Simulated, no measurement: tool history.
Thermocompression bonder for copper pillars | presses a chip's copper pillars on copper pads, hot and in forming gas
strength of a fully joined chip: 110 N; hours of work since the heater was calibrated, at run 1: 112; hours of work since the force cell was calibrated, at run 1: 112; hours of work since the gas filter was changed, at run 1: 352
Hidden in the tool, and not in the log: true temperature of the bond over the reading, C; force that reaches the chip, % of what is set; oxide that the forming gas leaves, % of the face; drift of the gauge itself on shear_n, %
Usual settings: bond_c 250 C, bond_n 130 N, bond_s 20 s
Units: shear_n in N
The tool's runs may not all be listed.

| run | hour | bond_c | bond_n | bond_s | hours of work since the heater was calibrated | hours of work since the force cell was calibrated | hours of work since the gas filter was changed | shear_n |
|---|---|---|---|---|---|---|---|---|
| 1 | 0.0 | 250 | 130 | 20 | 112 | 112 | 352 | 73.2 |
| 2 | 33.6 | 250 | 130 | 37 | 133 | 133 | 372 | 84.2 |
| 3 | 76.6 | 234 | 130 | 37 | 159 | 159 | 398 | 75.3 |
| 4 | 133.3 | 234 | 130 | 37 | 193 | 193 | 433 | 75.1 |
|  | 158.9 | forming gas filter changed |
| 5 | 172.7 | 250 | 130 | 20 | 217 | 217 | 8 | 76.7 |
| 6 | 231.1 | 250 | 130 | 20 | 252 | 252 | 44 | 77.4 |
| 7 | 293.0 | 250 | 130 | 20 | 290 | 290 | 81 | 77.2 |
| 8 | 362.9 | 250 | 130 | 27 | 332 | 332 | 124 | 83.2 |
| 9 | 398.3 | 250 | 130 | 27 | 353 | 353 | 145 | 82.7 |
| 10 | 437.3 | 250 | 130 | 20 | 377 | 377 | 169 | 77.4 |
| 11 | 509.3 | 250 | 130 | 20 | 421 | 421 | 212 | 77.0 |
| 12 | 545.3 | 250 | 130 | 20 | 443 | 443 | 234 | 77.4 |
|  | 550.9 | force cell calibrated |
| 13 | 594.1 | 228 | 152 | 54 | 471 | 26 | 263 | 87.6 |
| 14 | 668.1 | 250 | 143 | 20 | 516 | 71 | 308 | 79.9 |
| 15 | 706.3 | 245 | 94 | 20 | 539 | 94 | 331 | 64.3 |
| 16 | 737.9 | 245 | 94 | 20 | 558 | 113 | 350 | 63.6 |
|  | 794.1 | force cell calibrated, once more |
|  | 796.1 | heater calibrated with a thermocouple chip |
| 17 | 809.5 | 242 | 94 | 43 | 8 | 8 | 391 | 72.1 |
| 18 | 874.7 | 226 | 130 | 20 | 48 | 48 | 431 | 58.1 |
|  | 901.9 | forming gas filter changed |
| 19 | 924.8 | 230 | 88 | 27 | 78 | 78 | 14 | 57.2 |
| 20 | 964.0 | 250 | 111 | 40 | 101 | 101 | 38 | 84.4 |
| 21 | 1026.7 | 250 | 111 | 34 | 139 | 139 | 76 | 81.9 |
| 22 | 1077.2 | 270 | 130 | 49 | 170 | 170 | 106 | 99.8 |
| 23 | 1111.1 | 250 | 130 | 19 | 191 | 191 | 127 | 76.1 |

Forecast each of these 5 alternatives for the next run:
| A | 1169.2 | 250 | 148 | 56 | 226 | 226 | 162 | ? |
| B | 1169.2 | 243 | 130 | 49 | 226 | 226 | 162 | ? |
| C | 1169.2 | 246 | 119 | 13 | 226 | 226 | 162 | ? |
| D | 1169.2 | 237 | 177 | 36 | 226 | 226 | 162 | ? |
| E | 1169.2 | 221 | 109 | 12 | 226 | 226 | 162 | ? |

| run | shear_n |
|---|---|
| A | 97.5 |
| B | 89.5 |
| C | 63.4 |
| D | 89.6 |
| E | 44.6 |
Without the tool's hidden state the same runs would have given:
| run | shear_n |
|---|---|
| A | 98.1 |
| B | 89.3 |
| C | 62.5 |
| D | 89.5 |
| E | 43.4 |

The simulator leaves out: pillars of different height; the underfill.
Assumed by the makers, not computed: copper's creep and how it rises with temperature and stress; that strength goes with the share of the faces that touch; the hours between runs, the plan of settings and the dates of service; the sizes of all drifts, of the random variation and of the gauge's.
